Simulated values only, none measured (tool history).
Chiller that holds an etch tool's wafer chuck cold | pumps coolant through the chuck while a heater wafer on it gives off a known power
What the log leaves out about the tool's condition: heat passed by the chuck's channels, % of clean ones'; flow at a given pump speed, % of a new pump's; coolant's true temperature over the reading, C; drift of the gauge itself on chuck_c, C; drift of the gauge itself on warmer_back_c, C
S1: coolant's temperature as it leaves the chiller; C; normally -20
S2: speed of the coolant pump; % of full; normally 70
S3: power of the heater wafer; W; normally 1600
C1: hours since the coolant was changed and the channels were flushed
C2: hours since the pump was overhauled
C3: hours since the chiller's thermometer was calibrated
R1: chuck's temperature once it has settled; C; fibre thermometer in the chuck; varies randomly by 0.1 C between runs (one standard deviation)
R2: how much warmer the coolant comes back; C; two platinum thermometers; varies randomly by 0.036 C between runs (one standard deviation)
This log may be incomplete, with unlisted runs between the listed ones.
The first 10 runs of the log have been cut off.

run 11 day=54.117 | S1=-20 S2=70 S3=1600 | C1=397 C2=2774 C3=5425 | R1=-8.5 R2=6.42
run 12 day=61.362 | S1=-20 S2=70 S3=1600 | C1=571 C2=2948 C3=5599 | R1=-8.5 R2=6.33
run 13 day=65.129 | S1=-20 S2=63 S3=1600 | C1=662 C2=3038 C3=5689 | R1=-7.6 R2=7.12
-- day=68.262 chiller's thermometer calibrated
run 14 day=70.204 | S1=-20 S2=98 S3=1600 | C1=782 C2=3159 C3=47 | R1=-11.2 R2=4.45
run 15 day=74.254 | S1=-20 S2=98 S3=1600 | C1=880 C2=3256 C3=144 | R1=-11.1 R2=4.47
run 16 day=78.371 | S1=-20 S2=98 S3=1600 | C1=978 C2=3355 C3=243 | R1=-11.1 R2=4.47
run 17 day=82.875 | S1=-20 S2=100 S3=1164 | C1=1087 C2=3463 C3=351 | R1=-13.5 R2=3.14
run 18 day=86.842 | S1=-25 S2=65 S3=1310 | C1=1182 C2=3558 C3=446 | R1=-15.1 R2=5.71
run 19 day=90.633 | S1=-23 S2=98 S3=960 | C1=1273 C2=3649 C3=537 | R1=-17.5 R2=2.69
run 20 day=96.275 | S1=-15 S2=84 S3=1830 | C1=1408 C2=3785 C3=672 | R1=-3.6 R2=5.97
run 21 day=103.158 | S1=-15 S2=84 S3=1830 | C1=1573 C2=3950 C3=837 | R1=-3.4 R2=5.94
run 22 day=108.708 | S1=-15 S2=84 S3=1830 | C1=1707 C2=4083 C3=971 | R1=-3.6 R2=5.97
run 23 day=114.883 | S1=-15 S2=84 S3=1830 | C1=1855 C2=4231 C3=1119 | R1=-3.4 R2=5.96
run 24 day=118.725 | S1=-15 S2=84 S3=1830 | C1=1947 C2=4323 C3=1211 | R1=-3.5 R2=6.04
run 25 day=123.550 | S1=-27 S2=67 S3=970 | C1=2063 C2=4439 C3=1327 | R1=-19.8 R2=4.09
run 26 day=129.921 | S1=-27 S2=67 S3=970 | C1=2216 C2=4592 C3=1480 | R1=-19.8 R2=4.10
run 27 day=134.792 | S1=-14 S2=97 S3=1492 | C1=2332 C2=4709 C3=1597 | R1=-5.4 R2=4.24
run 28 day=141.392 | S1=-14 S2=97 S3=1492 | C1=2491 C2=4867 C3=1755 | R1=-5.5 R2=4.19
run 29 day=148.812 | S1=-16 S2=80 S3=827 | C1=2669 C2=5046 C3=1933 | R1=-10.6 R2=2.88
run 30 day=152.750 | S1=-18 S2=70 S3=1600 | C1=2763 C2=5140 C3=2028 | R1=-6.6 R2=6.46
run 31 day=159.846 | S1=-18 S2=89 S3=1180 | C1=2934 C2=5310 C3=2198 | R1=-10.9 R2=3.64

4 ways to go on from here, each from the tool as it stands after run 31. What would each give?
run A day=165.412 | S1=-21 S2=89 S3=1453 | C1=3067 C2=5444 C3=2332 | R1=? R2=?
run B day=165.412 | S1=-18 S2=89 S3=913 | C1=3067 C2=5444 C3=2332 | R1=? R2=?
run C day=165.412 | S1=-26 S2=61 S3=2154 | C1=3067 C2=5444 C3=2332 | R1=? R2=?
run D day=165.412 | S1=-14 S2=88 S3=1252 | C1=3067 C2=5444 C3=2332 | R1=? R2=?

run=A R1=-12.1 R2=4.49
run=B R1=-12.6 R2=2.81
run=C R1=-8.9 R2=10.05
run=D R1=-6.5 R2=3.89
Without the tool's unlogged condition, the same runs would have read:
run=A R1=-12.1 R2=4.48
run=B R1=-12.6 R2=2.80
run=C R1=-9.0 R2=10.04
run=D R1=-6.5 R2=3.88

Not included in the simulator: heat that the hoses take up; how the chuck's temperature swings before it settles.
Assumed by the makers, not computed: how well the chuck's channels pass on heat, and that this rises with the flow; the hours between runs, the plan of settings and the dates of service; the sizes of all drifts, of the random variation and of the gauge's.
